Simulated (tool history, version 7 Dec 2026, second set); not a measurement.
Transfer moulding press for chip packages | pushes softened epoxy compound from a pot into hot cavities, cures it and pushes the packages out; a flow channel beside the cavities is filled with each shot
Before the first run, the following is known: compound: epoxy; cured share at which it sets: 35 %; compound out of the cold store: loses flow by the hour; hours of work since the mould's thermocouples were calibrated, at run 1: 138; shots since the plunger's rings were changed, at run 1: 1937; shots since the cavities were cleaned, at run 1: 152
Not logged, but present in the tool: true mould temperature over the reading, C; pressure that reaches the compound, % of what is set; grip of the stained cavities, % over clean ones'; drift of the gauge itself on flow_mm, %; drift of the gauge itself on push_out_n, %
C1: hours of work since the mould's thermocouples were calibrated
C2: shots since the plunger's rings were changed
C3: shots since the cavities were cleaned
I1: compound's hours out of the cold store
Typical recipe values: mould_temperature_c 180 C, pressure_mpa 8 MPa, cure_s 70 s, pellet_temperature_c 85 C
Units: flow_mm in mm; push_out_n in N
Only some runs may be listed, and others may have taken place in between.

Run 1, hour 0: usual settings; C1 138; C2 1937; C3 152; I1 38.5. Result: flow_mm 821 mm, push_out_n 311 N.
Run 2, hour 10.1: usual settings; C1 142; C2 2033; C3 248; I1 12.9. Result: flow_mm 936 mm, push_out_n 372 N.
Run 3, hour 24.3: usual settings; C1 148; C2 2168; C3 383; I1 31. Result: flow_mm 852 mm, push_out_n 386 N.
Run 4, hour 31.5: usual settings; C1 151; C2 2236; C3 451; I1 21.4. Result: flow_mm 892 mm, push_out_n 394 N.
At hour 36.9: cavities cleaned with cleaning compound and waxed.
Run 5, hour 47.9: usual settings; C1 158; C2 2377; C3 104; I1 18.9. Result: flow_mm 903 mm, push_out_n 468 N.
Run 6, hour 55.5: usual settings but cure_s 93 s; C1 161; C2 2450; C3 177; I1 19.8. Result: flow_mm 894 mm, push_out_n 370 N.
Run 7, hour 66.9: usual settings but cure_s 93 s; C1 166; C2 2558; C3 285; I1 9.4. Result: flow_mm 943 mm, push_out_n 376 N.
Run 8, hour 77.8: usual settings but cure_s 93 s; C1 170; C2 2662; C3 389; I1 34.2. Result: flow_mm 831 mm, push_out_n 377 N.
Run 9, hour 84.5: usual settings but pellet_temperature_c 79 C; C1 173; C2 2725; C3 452; I1 8.7. Result: flow_mm 942 mm, push_out_n 499 N.
At hour 88.7: cavities cleaned with cleaning compound and waxed.
Run 10, hour 94.5: usual settings but pellet_temperature_c 79 C; C1 176; C2 2806; C3 55; I1 18.4. Result: flow_mm 896 mm, push_out_n 312 N.
Run 11, hour 110: usual settings; C1 183; C2 2953; C3 202; I1 11.6. Result: flow_mm 927 mm, push_out_n 362 N.
Run 12, hour 122.6: usual settings; C1 188; C2 3073; C3 322; I1 38.9. Result: flow_mm 807 mm, push_out_n 366 N.
At hour 133.6: cavities cleaned with cleaning compound and waxed, once more.
Run 13, hour 136.5: usual settings but pellet_temperature_c 76 C; C1 194; C2 3191; C3 28; I1 30.6. Result: flow_mm 846 mm, push_out_n 299 N.
Run 14, hour 149.2: usual settings but pellet_temperature_c 76 C; C1 199; C2 3312; C3 149; I1 22.2. Result: flow_mm 874 mm, push_out_n 340 N.
At hour 158: plunger's sealing rings changed.
Run 15, hour 162.7: usual settings but mould_temperature_c 177 C, pellet_temperature_c 91 C; C1 203; C2 44; C3 253; I1 10.5. Result: flow_mm 973 mm, push_out_n 423 N.
Run 16, hour 172.2: usual settings but mould_temperature_c 177 C, pellet_temperature_c 91 C; C1 207; C2 135; C3 344; I1 45.8. Result: flow_mm 821 mm, push_out_n 421 N.
Run 17, hour 185.9: usual settings but mould_temperature_c 176 C, cure_s 65 s; C1 213; C2 265; C3 474; I1 11.9. Result: flow_mm 968 mm, push_out_n 664 N.
At hour 188.2: cavities cleaned with cleaning compound and waxed.
Run 18, hour 202: usual settings but pressure_mpa 7.82 MPa, cure_s 64 s; C1 219; C2 404; C3 131; I1 23. Result: flow_mm 897 mm, push_out_n 408 N.
Run 19, hour 210.1: usual settings but mould_temperature_c 181 C, cure_s 77 s; C1 223; C2 480; C3 207; I1 14.4. Result: flow_mm 942 mm, push_out_n 317 N.
Run 20, hour 222.9: usual settings but mould_temperature_c 176 C, pressure_mpa 7.01 MPa; C1 228; C2 603; C3 330; I1 18.9. Result: flow_mm 871 mm, push_out_n 482 N.
Run 21, hour 233.5: usual settings but mould_temperature_c 176 C, pressure_mpa 8.46 MPa, cure_s 67 s, pellet_temperature_c 77 C; C1 233; C2 703; C3 430; I1 42.6. Result: flow_mm 852 mm, push_out_n 540 N.
At hour 240.2: cavities cleaned with cleaning compound and waxed.
Run 22, hour 249.7: usual settings but mould_temperature_c 176 C, pressure_mpa 8.46 MPa, cure_s 67 s, pellet_temperature_c 77 C; C1 239; C2 843; C3 91; I1 33.1. Result: flow_mm 893 mm, push_out_n 459 N.
Run 23, hour 265: usual settings but cure_s 78 s; C1 245; C2 988; C3 236; I1 32.8. Result: flow_mm 859 mm, push_out_n 322 N.
Run 24, hour 274.9: usual settings but mould_temperature_c 178 C, pressure_mpa 6.36 MPa, cure_s 78 s; C1 249; C2 1082; C3 330; I1 36. Result: flow_mm 755 mm, push_out_n 337 N.
Run 25, hour 282.1: usual settings but mould_temperature_c 178 C, pressure_mpa 6.36 MPa, cure_s 78 s; C1 252; C2 1150; C3 398; I1 18.1. Result: flow_mm 824 mm, push_out_n 359 N.
At hour 291.9: cavities cleaned with cleaning compound and waxed.
Run 26, hour 291.9: usual settings but mould_temperature_c 185 C, pressure_mpa 6.01 MPa, cure_s 61 s, pellet_temperature_c 86 C; C1 256; C2 1229; C3 0; I1 15.2. Result: flow_mm 794 mm, push_out_n 302 N.
Run 27, hour 307.2: usual settings but mould_temperature_c 188 C, pressure_mpa 7.23 MPa; C1 262; C2 1375; C3 146; I1 37.7. Result: flow_mm 776 mm, push_out_n 256 N.
Run 28, hour 323: usual settings but mould_temperature_c 188 C, pressure_mpa 9.64 MPa, cure_s 86 s, pellet_temperature_c 76 C; C1 269; C2 1525; C3 296; I1 39.7. Result: flow_mm 892 mm, push_out_n 294 N.

4 options for the next run, each taken on its own from the tool as it stands now. Forecast them:
Run A, hour 331.8: usual settings but mould_temperature_c 186 C, pressure_mpa 6.56 MPa, cure_s 86 s, pellet_temperature_c 79 C; C1 273; C2 1609; C3 380; I1 13.3. Result: flow_mm ?, push_out_n ?.
Run B, hour 331.8: usual settings but pressure_mpa 6.47 MPa, cure_s 51 s, pellet_temperature_c 80 C; C1 273; C2 1609; C3 380; I1 10.6. Result: flow_mm ?, push_out_n ?.
Run C, hour 331.8: usual settings but mould_temperature_c 182 C, pressure_mpa 7.06 MPa, cure_s 71 s; C1 273; C2 1609; C3 380; I1 33.8. Result: flow_mm ?, push_out_n ?.
Run D, hour 331.8: usual settings but mould_temperature_c 186 C, pressure_mpa 7.18 MPa, cure_s 86 s, pellet_temperature_c 76 C; C1 273; C2 1609; C3 380; I1 30.5. Result: flow_mm ?, push_out_n ?.

run  flow_mm  push_out_n
  A      838         306
  B      856         935
  C      791         340
  D      806         318
Without the tool's hidden state the same runs would have given:
run  flow_mm  push_out_n
  A      857         216
  B      876         661
  C      809         241
  D      824         227
